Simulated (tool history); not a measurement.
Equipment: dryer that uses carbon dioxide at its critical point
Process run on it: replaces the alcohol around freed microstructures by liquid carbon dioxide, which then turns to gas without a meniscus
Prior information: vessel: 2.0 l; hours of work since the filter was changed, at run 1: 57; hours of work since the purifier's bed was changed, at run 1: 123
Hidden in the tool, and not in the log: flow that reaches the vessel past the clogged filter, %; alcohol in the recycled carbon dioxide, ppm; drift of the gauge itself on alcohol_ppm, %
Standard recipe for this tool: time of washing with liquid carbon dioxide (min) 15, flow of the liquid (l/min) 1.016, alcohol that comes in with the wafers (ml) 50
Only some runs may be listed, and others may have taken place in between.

run	hour	time of washing with liquid carbon dioxide (min)	flow of the liquid (l/min)	alcohol that comes in with the wafers (ml)	hours of work since the filter was changed	hours of work since the purifier's bed was changed	alcohol left in the vessel before it's heated (ppm by volume)
1	0.0	15	1.016	50	57	123	65
2	21.2	15	1.016	50	68	134	69
3	42.9	13	1.016	50	79	145	105
4	68.0	17	1.016	50	92	158	65
5	88.9	15	1.016	50	102	168	76
6	103.9	15	1.016	50	110	176	81
7	117.9	15	1.016	50	117	183	88
8	137.0	15	1.016	50	126	193	93
9	163.3	15	0.780	50	140	206	212
10	191.9	13	1.016	50	154	220	144
11	219.9	15	1.016	50	168	234	108
12	244.0	15	1.016	50	180	247	113
13	262.9	10	1.370	37	190	256	117
14	274.7	18	1.370	92	196	262	87
15	299.6	15	1.500	67	208	275	92
16	327.3	17	0.700	24	222	289	183
17	340.9	17	0.700	37	229	295	229
18	361.7	11	1.150	113	240	306	352
19	376.8	21	1.150	113	247	313	101
20	394.7	14	0.700	113	256	323	1195
21	413.5	16	1.360	53	266	332	107
22	441.5	16	1.360	53	280	346	103

For each run, the measured value with the value that run would have given without the tool's hidden condition subtracted. The run-to-run variation is shared by both, the gauge scatter possibly not:
run	alcohol left in the vessel before it's heated (ppm by volume)
1	+42
2	+45
3	+58
4	+51
5	+57
6	+61
7	+64
8	+66
9	+113
10	+95
11	+85
12	+90
13	+96
14	+77
15	+83
16	+130
17	+157
18	+237
19	+92
20	+615
21	+98
22	+103
